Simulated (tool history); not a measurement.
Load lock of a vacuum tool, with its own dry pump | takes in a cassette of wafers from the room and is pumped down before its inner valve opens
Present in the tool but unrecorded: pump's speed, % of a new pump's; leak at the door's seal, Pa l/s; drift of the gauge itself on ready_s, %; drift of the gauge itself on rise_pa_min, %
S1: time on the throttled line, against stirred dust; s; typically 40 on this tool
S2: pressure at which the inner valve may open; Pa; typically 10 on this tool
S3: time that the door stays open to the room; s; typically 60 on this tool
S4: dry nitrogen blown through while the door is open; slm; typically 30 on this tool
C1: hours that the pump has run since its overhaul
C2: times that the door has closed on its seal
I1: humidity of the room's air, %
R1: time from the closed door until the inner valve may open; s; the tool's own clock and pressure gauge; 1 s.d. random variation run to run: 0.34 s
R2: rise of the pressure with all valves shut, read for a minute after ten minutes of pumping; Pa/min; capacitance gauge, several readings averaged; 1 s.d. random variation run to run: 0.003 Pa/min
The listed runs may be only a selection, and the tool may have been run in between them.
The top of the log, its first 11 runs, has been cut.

run    hour  S1  S2   S3  S4    C1     C2    I1     R1     R2
 12  1813.7  40  10   60   7  2136  23883  43.7   74.1  0.144
 13  1976.7  40  10  129  30  2299  24404  45.4   73.5  0.135
 14  2157.2  40  10   60  30  2479  24981  45.7   73.9  0.121
 15  2301.2  40  10   60  30  2623  25441  44.3   73.7  0.125
 16  2463.9  40  10   60  30  2786  25961  47.3   72.9  0.133
 17  2707.2  40  10   60  30  3029  26738  45.1   73.6  0.131
 18  2811.1  40  10   60  30  3133  27070  47.6   73.7   0.14
 19  3028.1  40  10   60  30  3350  27764    46   74.2  0.136
 20  3136.2  29  12   60  30  3458  28109  47.8   64.6  0.151
 21  3376.1  29  12   60  30  3698  28875    42   65.2  0.146
 22  3563.7  67  10   60  30  3886  29475  44.6   95.8  0.149
 23  3695.2  67  10   60  30  4017  29895  44.6   95.2  0.159
 24  3932.5  67  10   60  30  4255  30653  45.6   95.6  0.165
 25  4128.8  40  10   98  10  4451  31280  44.4     74  0.199
 26  4314.3  40  10   98  10  4636  31873  46.5     74  0.214
 27  4487.9  40  10   98  10  4810  32427  48.6   74.7  0.215
 28  4709.8  40  19   98   9  5032  33136  45.8   72.4  0.228
 29  4882.1  40  19   98   9  5204  33687  45.7   71.3  0.225
 30  4997.5  78  17   98  14  5320  34056  44.3  101.5  0.218

What does the tool deliver on the next run?
 31  5237.3  67   9  36   6  5559  34822  45.9   ?   ?

{"run 31": {"R1": 96.9, "R2": 0.199}}
On a tool with no hidden condition, and with the same random variation, this run would have come out at R1 94.4 s, R2 0.042 Pa/min.
